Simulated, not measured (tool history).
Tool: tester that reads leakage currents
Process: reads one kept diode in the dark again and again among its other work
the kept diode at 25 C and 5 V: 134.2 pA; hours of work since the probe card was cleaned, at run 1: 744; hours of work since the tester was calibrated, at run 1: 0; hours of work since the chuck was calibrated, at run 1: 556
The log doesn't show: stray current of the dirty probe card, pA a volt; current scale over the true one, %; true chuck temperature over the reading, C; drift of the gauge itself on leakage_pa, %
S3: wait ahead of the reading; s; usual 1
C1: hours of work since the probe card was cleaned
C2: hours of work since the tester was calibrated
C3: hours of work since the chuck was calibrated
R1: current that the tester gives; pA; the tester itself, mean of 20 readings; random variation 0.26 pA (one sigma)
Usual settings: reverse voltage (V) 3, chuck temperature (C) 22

Run 1, hour 0: usual settings; C1 744; C2 0; C3 556. Result: R1 94.09 pA.
Run 2, hour 110.4: usual settings; C1 822; C2 78; C3 634. Result: R1 94.75 pA.
Run 3, hour 295.6: usual settings; C1 953; C2 209; C3 765. Result: R1 96.16 pA.
Run 4, hour 399.2: usual settings but reverse voltage (V) 10.18; C1 1027; C2 283; C3 838. Result: R1 150.56 pA.
Run 5, hour 570.9: usual settings but reverse voltage (V) 10.18; C1 1148; C2 404; C3 960. Result: R1 152.83 pA.
Run 6, hour 665.7: usual settings but reverse voltage (V) 10.18; C1 1215; C2 471; C3 1027. Result: R1 153.98 pA.
Run 7, hour 816.1: usual settings but reverse voltage (V) 10.18; C1 1322; C2 578; C3 1133. Result: R1 156.99 pA.
At hour 906.1: probe card cleaned and baked.
Run 8, hour 987.7: usual settings but reverse voltage (V) 10.18; C1 58; C2 697; C3 1252. Result: R1 151.99 pA.
Run 9, hour 1164.7: usual settings but reverse voltage (V) 10.18; C1 183; C2 822; C3 1378. Result: R1 154.25 pA.
Run 10, hour 1354.8: usual settings but reverse voltage (V) 10.18; C1 318; C2 957; C3 1512. Result: R1 157.55 pA.
Run 11, hour 1463.9: usual settings but reverse voltage (V) 13, chuck temperature (C) 56, S3 0.33 s; C1 395; C2 1034; C3 1590. Result: R1 2947.57 pA.
Run 12, hour 1576.1: usual settings but reverse voltage (V) 3.3, chuck temperature (C) 56, S3 0.33 s; C1 474; C2 1113; C3 1669. Result: R1 1879.92 pA.
Run 13, hour 1676.9: usual settings but reverse voltage (V) 3.3, chuck temperature (C) 56, S3 0.33 s; C1 546; C2 1185; C3 1740. Result: R1 1892.54 pA.
Run 14, hour 1806.6: usual settings but reverse voltage (V) 3.3, chuck temperature (C) 56, S3 0.33 s; C1 637; C2 1276; C3 1832. Result: R1 1900.67 pA.
Run 15, hour 1940.5: usual settings but reverse voltage (V) 1.45, chuck temperature (C) 24, S3 1.58 s; C1 732; C2 1371; C3 1927. Result: R1 100.94 pA.
At hour 2021.5: chuck's temperature calibrated.
Run 16, hour 2065.4: usual settings but chuck temperature (C) 25; C1 819; C2 1458; C3 31. Result: R1 115.6 pA.
Run 17, hour 2244.2: usual settings but chuck temperature (C) 25; C1 946; C2 1585; C3 158. Result: R1 116.83 pA.
Run 18, hour 2423: usual settings but chuck temperature (C) 25; C1 1072; C2 1711; C3 284. Result: R1 118.89 pA.
Run 19, hour 2536.7: usual settings but reverse voltage (V) 15.53, chuck temperature (C) 39, S3 3.49 s; C1 1153; C2 1792; C3 365. Result: R1 713.43 pA.
Run 20, hour 2698.8: usual settings but reverse voltage (V) 15.53, chuck temperature (C) 39, S3 3.49 s; C1 1267; C2 1907; C3 479. Result: R1 723.02 pA.

Forecast each of these 3 alternatives for the next run:
Run A, hour 2846.4: usual settings but chuck temperature (C) 32; C1 1372; C2 2011; C3 584. Result: R1 ?.
Run B, hour 2846.4: usual settings but reverse voltage (V) 1.58, S3 1.99 s; C1 1372; C2 2011; C3 584. Result: R1 ?.
Run C, hour 2846.4: usual settings but reverse voltage (V) 5.36, chuck temperature (C) 29, S3 1.58 s; C1 1372; C2 2011; C3 584. Result: R1 ?.

run      R1
  A  229.72
  B   74.63
  C  214.64
Without the tool's hidden state the same runs would have given:
run      R1
  A  215.47
  B   69.38
  C  199.43

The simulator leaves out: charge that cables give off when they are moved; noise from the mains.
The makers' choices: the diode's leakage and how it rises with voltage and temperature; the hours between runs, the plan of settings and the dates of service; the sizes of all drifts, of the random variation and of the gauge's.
